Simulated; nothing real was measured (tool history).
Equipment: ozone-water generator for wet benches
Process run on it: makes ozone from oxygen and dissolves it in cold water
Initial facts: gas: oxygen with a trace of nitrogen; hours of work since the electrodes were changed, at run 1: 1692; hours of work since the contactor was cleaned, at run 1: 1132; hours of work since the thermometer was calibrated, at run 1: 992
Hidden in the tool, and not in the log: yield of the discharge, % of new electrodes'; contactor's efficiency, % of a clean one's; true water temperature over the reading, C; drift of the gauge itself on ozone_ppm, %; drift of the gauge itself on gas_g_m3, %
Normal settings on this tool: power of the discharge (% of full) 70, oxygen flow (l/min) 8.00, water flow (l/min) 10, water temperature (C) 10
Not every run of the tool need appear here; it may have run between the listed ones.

run,hour,power of the discharge (% of full),oxygen flow (l/min),water flow (l/min),water temperature (C),hours of work since the electrodes were changed,hours of work since the contactor was cleaned,hours of work since the thermometer was calibrated,dissolved ozone (ppm),ozone in the gas ahead of the water (g/m3)
1,0.0,70,8.00,10,10,1692,1132,992,33.4,228.4
2,45.0,70,8.00,10,10,1724,1164,1024,33.0,229.3
3,98.1,70,8.00,10,10,1762,1202,1062,32.9,228.0
4,125.7,70,8.00,14,10,1782,1222,1082,25.2,226.9
5,159.3,70,8.00,14,10,1806,1246,1106,25.1,228.8
6,215.5,55,8.00,10,10,1847,1287,1147,29.2,201.2
7,277.1,55,8.00,10,10,1891,1331,1191,28.9,201.5
8,342.4,70,8.00,10,10,1938,1378,1238,32.8,225.6
9,379.5,70,8.00,10,10,1965,1405,1265,32.8,228.9
10,436.0,70,8.00,10,10,2005,1445,1305,32.6,228.5
11,480.4,70,8.00,10,10,2037,1477,1337,33.1,227.2
# hour 486.9: water thermometer calibrated
12,517.7,72,8.00,10,10,2064,1504,22,33.0,232.5
13,552.1,57,8.00,10,10,2088,1528,47,29.2,206.0
14,598.0,70,8.00,10,6,2121,1561,80,35.6,229.3
15,652.1,70,8.00,10,6,2160,1600,119,35.3,226.9
# hour 674.7: water thermometer calibrated, once more
16,687.5,70,8.00,10,6,2185,1625,9,35.7,225.5
17,748.5,70,8.00,10,6,2229,1669,53,35.5,227.9
18,786.3,70,4.48,10,13,2256,1696,80,36.5,336.6
19,817.5,70,14.18,10,5,2279,1719,103,29.1,152.6
20,867.8,54,7.84,8,8,2315,1755,139,35.3,199.1
21,929.0,54,5.30,15,11,2359,1799,183,21.4,260.9
22,994.7,54,5.30,15,11,2406,1846,230,21.3,259.5
23,1055.1,54,5.30,15,11,2450,1890,273,21.6,260.4
24,1091.6,54,8.58,9,10,2476,1916,300,29.9,187.0
25,1125.0,54,8.58,9,10,2500,1940,324,30.1,186.8
26,1166.9,54,8.58,9,10,2530,1970,354,29.7,186.7
27,1206.6,56,8.00,11,9,2559,1999,382,27.0,199.5
28,1241.8,56,8.26,11,12,2584,2024,408,25.1,194.7
29,1304.4,80,8.00,10,6,2629,2069,453,37.2,240.1
30,1364.7,49,7.71,12,10,2672,2112,496,23.2,190.1
31,1413.0,50,7.71,16,11,2707,2147,531,17.5,193.7
32,1464.9,76,5.07,6,11,2744,2184,568,55.5,317.1

Branching from run 32: 5 alternative next runs. What would each branch give?
A,1494.3,85,8.00,8,10,2765,2205,589,?,?
B,1494.3,76,5.07,6,13,2765,2205,589,?,?
C,1494.3,70,9.95,9,10,2765,2205,589,?,?
D,1494.3,96,5.07,15,11,2765,2205,589,?,?
E,1494.3,61,5.07,6,6,2765,2205,589,?,?

run,dissolved ozone (ppm),ozone in the gas ahead of the water (g/m3)
A,41.5,246.8
B,52.9,316.7
C,31.3,193.3
D,28.6,357.5
E,54.5,282.6
Without the tool's unlogged condition, the same runs would have read:
run,dissolved ozone (ppm),ozone in the gas ahead of the water (g/m3)
A,46.5,261.2
B,58.7,334.1
C,34.9,203.5
D,32.5,379.5
E,60.2,296.4

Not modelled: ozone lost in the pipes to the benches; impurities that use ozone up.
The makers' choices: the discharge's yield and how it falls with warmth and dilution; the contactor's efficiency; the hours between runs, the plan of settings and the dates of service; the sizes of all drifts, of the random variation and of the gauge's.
